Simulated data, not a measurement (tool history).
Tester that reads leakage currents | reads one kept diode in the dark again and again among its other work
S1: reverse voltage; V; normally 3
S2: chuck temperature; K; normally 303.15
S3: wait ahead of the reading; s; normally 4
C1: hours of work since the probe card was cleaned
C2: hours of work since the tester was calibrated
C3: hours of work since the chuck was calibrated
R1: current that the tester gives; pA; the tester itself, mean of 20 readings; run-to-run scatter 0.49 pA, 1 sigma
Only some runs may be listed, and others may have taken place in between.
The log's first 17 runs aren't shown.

run 18 hour=1372.1 | S1=3 S2=303.15 S3=4 | C1=2005 C2=764 C3=334 | R1=150.89
-- hour=1379.4 chuck's temperature calibrated, once more
run 19 hour=1439 | S1=1.43 S2=323.15 S3=4 | C1=2055 C2=814 C3=46 | R1=559.14
run 20 hour=1518.4 | S1=1.43 S2=323.15 S3=4 | C1=2116 C2=875 C3=107 | R1=551.76
run 21 hour=1602.8 | S1=1.43 S2=323.15 S3=4 | C1=2181 C2=940 C3=172 | R1=553.23
run 22 hour=1687.2 | S1=3 S2=312.15 S3=4 | C1=2246 C2=1005 C3=237 | R1=336.82
run 23 hour=1755.7 | S1=3 S2=312.15 S3=4 | C1=2299 C2=1058 C3=290 | R1=336.71
run 24 hour=1828.7 | S1=5.44 S2=316.15 S3=4 | C1=2356 C2=1114 C3=347 | R1=595.03
run 25 hour=1923.9 | S1=5.44 S2=316.15 S3=4 | C1=2429 C2=1188 C3=420 | R1=593.81
run 26 hour=2025.2 | S1=7.92 S2=322.15 S3=2.69 | C1=2507 C2=1266 C3=498 | R1=1093.18
run 27 hour=2133 | S1=1.81 S2=298.15 S3=0.79 | C1=2590 C2=1349 C3=581 | R1=85.04
run 28 hour=2235.3 | S1=1.31 S2=325.15 S3=2.72 | C1=2669 C2=1428 C3=660 | R1=594.96
run 29 hour=2304.2 | S1=3 S2=309.15 S3=4 | C1=2722 C2=1481 C3=713 | R1=261.23
run 30 hour=2412.9 | S1=9.45 S2=293.15 S3=1.22 | C1=2806 C2=1565 C3=797 | R1=128.39
run 31 hour=2458.7 | S1=9.45 S2=293.15 S3=0.79 | C1=2841 C2=1600 C3=832 | R1=129.09
run 32 hour=2515.4 | S1=3 S2=303.15 S3=1.69 | C1=2885 C2=1644 C3=876 | R1=159.98
run 33 hour=2576.8 | S1=6.73 S2=297.15 S3=4 | C1=2932 C2=1691 C3=923 | R1=145.87
run 34 hour=2644.4 | S1=7.24 S2=322.15 S3=3.58 | C1=2985 C2=1743 C3=976 | R1=1015.35
run 35 hour=2716.2 | S1=15.4 S2=300.15 S3=0.32 | C1=3040 C2=1799 C3=1031 | R1=282.12

Predict each of these 4 candidate next runs independently; none follows another, all start after run 35:
run A hour=2772.3 | S1=13.84 S2=293.15 S3=2.52 | C1=3083 C2=1842 C3=1074 | R1=?
run B hour=2772.3 | S1=15.4 S2=295.15 S3=0.32 | C1=3083 C2=1842 C3=1074 | R1=?
run C hour=2772.3 | S1=1.68 S2=300.15 S3=0.32 | C1=3083 C2=1842 C3=1074 | R1=?
run D hour=2772.3 | S1=15.4 S2=300.15 S3=4.65 | C1=3083 C2=1842 C3=1074 | R1=?

run=A R1=158.31
run=B R1=197.64
run=C R1=94.24
run=D R1=280.66
With no hidden state in the tool, these same runs would have given:
run=A R1=138.06
run=B R1=176.54
run=C R1=98.19
run=D R1=266.45
